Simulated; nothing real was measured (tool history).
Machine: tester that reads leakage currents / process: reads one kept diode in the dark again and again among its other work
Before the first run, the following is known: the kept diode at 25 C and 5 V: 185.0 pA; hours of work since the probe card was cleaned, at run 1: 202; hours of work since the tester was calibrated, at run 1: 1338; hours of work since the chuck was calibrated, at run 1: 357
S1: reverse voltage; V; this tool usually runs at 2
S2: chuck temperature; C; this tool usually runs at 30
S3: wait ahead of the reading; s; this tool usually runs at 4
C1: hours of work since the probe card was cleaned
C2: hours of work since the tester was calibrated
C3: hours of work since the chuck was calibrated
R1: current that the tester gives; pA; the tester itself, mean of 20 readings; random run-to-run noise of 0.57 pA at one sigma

run	hour	S1	S2	S3	C1	C2	C3	R1
1	0	2	30	4	202	1338	357	204.84
2	64.3	2	28	4	228	1364	383	174.89
3	129.6	2	30	5.35	254	1391	410	205.58
4	203.8	2	30	4	284	1421	440	207.27
5	257.2	2	30	4	306	1443	462	207.23
6	314.4	2	30	4	329	1466	485	208.36
7	362.4	2	30	4	349	1486	504	208.83
8	436	2	30	4	379	1515	534	209.56
9	521.3	2	30	4	413	1550	569	211.69
10	586.7	3	30	4	440	1577	596	252.39
11	649	1.65	30	4	465	1602	621	196.97
12	717.6	1.65	30	4	493	1630	649	196.33
13	808.4	2	30	4	530	1667	686	215.86
14	883.6	2	30	4	561	1697	716	215.42
15	945.2	2	30	2.1	586	1722	741	218.14
16	1025.7	1.5	30	4	618	1755	774	193.39
17	1103.7	1.5	30	4	650	1787	806	194.17
18	1182.9	1.5	30	4	682	1819	838	194.54
19	1252.2	2	30	4	710	1847	866	220.99
20	1338.4	2	30	4	745	1882	901	222.92
21	1410.1	2	30	4	774	1911	930	223.87
22	1476.7	2	30	4	801	1938	957	224.76
23	1566	4.71	30	4.64	838	1974	993	326.67
24	1628.9	4.71	30	4.64	863	2000	1019	326.91
25	1722	4.71	30	4.64	901	2038	1057	327.98
26	1766.5	4.71	30	4.64	919	2056	1075	332.01
27	1855.8	5.11	30	9.25	955	2092	1111	344.63
28	1949.3	1.29	34	0.33	993	2130	1149	264.97
29	2026.4	2	38	4	1025	2161	1180	437.71
# hour 2067.7: chuck's temperature calibrated
30	2078.2	11.2	30	4	1045	2182	4	399.86
31	2161.9	11.2	30	4	1079	2216	38	402.28
32	2211.4	11.2	30	4	1099	2236	58	404.53
33	2278.1	2	23	0.89	1126	2263	85	106.52
34	2372.1	8.25	53	0.52	1164	2301	124	2074.53
35	2444.4	17.9	30	0.49	1194	2330	153	509.1
36	2538.7	17.9	30	0.49	1232	2369	191	512.1
37	2595	17.9	30	0.49	1255	2392	214	511.21
38	2636.9	2.15	23	1.21	1272	2409	231	112.38
39	2690.2	2.15	23	1.21	1294	2430	253	113.27

Take each entry between the runs: how does the hidden state at the last listed run before it differ from the hidden state at the first listed run after it?
Runs 29 to 30: chuck's temperature calibrated (hour 2067.7)
  stray current of the dirty probe card, pA a volt: 0.153 -> 0.155; current scale over the true one, %: -0.81 -> -0.82; true chuck temperature over the reading, C: 2.53 -> 0.06
  measured minus no-state result, R1: +75.79 -> +0.19 pA
